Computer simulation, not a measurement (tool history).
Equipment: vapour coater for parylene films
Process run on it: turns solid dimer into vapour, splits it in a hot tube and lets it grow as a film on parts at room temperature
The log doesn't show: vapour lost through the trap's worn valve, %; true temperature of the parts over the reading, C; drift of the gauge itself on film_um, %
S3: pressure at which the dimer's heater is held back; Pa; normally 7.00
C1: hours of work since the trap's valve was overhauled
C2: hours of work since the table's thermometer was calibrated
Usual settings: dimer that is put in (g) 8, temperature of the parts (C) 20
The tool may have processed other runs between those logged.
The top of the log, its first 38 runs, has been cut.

{"run": 39, "day": 25.158, "dimer that is put in (g)": 8, "temperature of the parts (C)": 16, "S3": 7.0, "C1": 177, "C2": 526, "thickness of the film (µm)": 5.87}
{"run": 40, "day": 25.9, "dimer that is put in (g)": 8, "temperature of the parts (C)": 16, "S3": 3.33, "C1": 184, "C2": 533, "thickness of the film (µm)": 6.14}
{"run": 41, "day": 26.408, "dimer that is put in (g)": 8, "temperature of the parts (C)": 16, "S3": 3.33, "C1": 189, "C2": 538, "thickness of the film (µm)": 6.15}
{"run": 42, "day": 27.204, "dimer that is put in (g)": 4, "temperature of the parts (C)": 23, "S3": 3.83, "C1": 197, "C2": 545, "thickness of the film (µm)": 2.29}
{"run": 43, "day": 27.683, "dimer that is put in (g)": 11, "temperature of the parts (C)": 12, "S3": 3.99, "C1": 201, "C2": 550, "thickness of the film (µm)": 9.74}
{"run": 44, "day": 28.462, "dimer that is put in (g)": 8, "temperature of the parts (C)": 27, "S3": 8.75, "C1": 209, "C2": 557, "thickness of the film (µm)": 3.57}
{"run": 45, "day": 29.317, "dimer that is put in (g)": 13, "temperature of the parts (C)": 21, "S3": 2.05, "C1": 217, "C2": 566, "thickness of the film (µm)": 8.28}
{"run": 46, "day": 30.038, "dimer that is put in (g)": 13, "temperature of the parts (C)": 20, "S3": 7.0, "C1": 224, "C2": 573, "thickness of the film (µm)": 7.94}
{"day": 30.354, "done": "trap's valve overhauled"}
{"run": 47, "day": 30.625, "dimer that is put in (g)": 5, "temperature of the parts (C)": 15, "S3": 7.0, "C1": 3, "C2": 577, "thickness of the film (µm)": 4.22}

Each row is a separate what-if for the run after 47, all from the same tool condition, not one after another. Results?
{"run": "A", "day": 31.3, "dimer that is put in (g)": 8, "temperature of the parts (C)": 20, "S3": 7.0, "C1": 9, "C2": 583, "thickness of the film (µm)": "?"}
{"run": "B", "day": 31.3, "dimer that is put in (g)": 7, "temperature of the parts (C)": 15, "S3": 2.5, "C1": 9, "C2": 583, "thickness of the film (µm)": "?"}
{"run": "C", "day": 31.3, "dimer that is put in (g)": 8, "temperature of the parts (C)": 22, "S3": 2.48, "C1": 9, "C2": 583, "thickness of the film (µm)": "?"}

run=A thickness_of_the_film_(µm)=5.43
run=B thickness_of_the_film_(µm)=6.32
run=C thickness_of_the_film_(µm)=5.37
Had the tool no hidden state, the same runs would have come out as:
run=A thickness_of_the_film_(µm)=5.54
run=B thickness_of_the_film_(µm)=6.44
run=C thickness_of_the_film_(µm)=5.47

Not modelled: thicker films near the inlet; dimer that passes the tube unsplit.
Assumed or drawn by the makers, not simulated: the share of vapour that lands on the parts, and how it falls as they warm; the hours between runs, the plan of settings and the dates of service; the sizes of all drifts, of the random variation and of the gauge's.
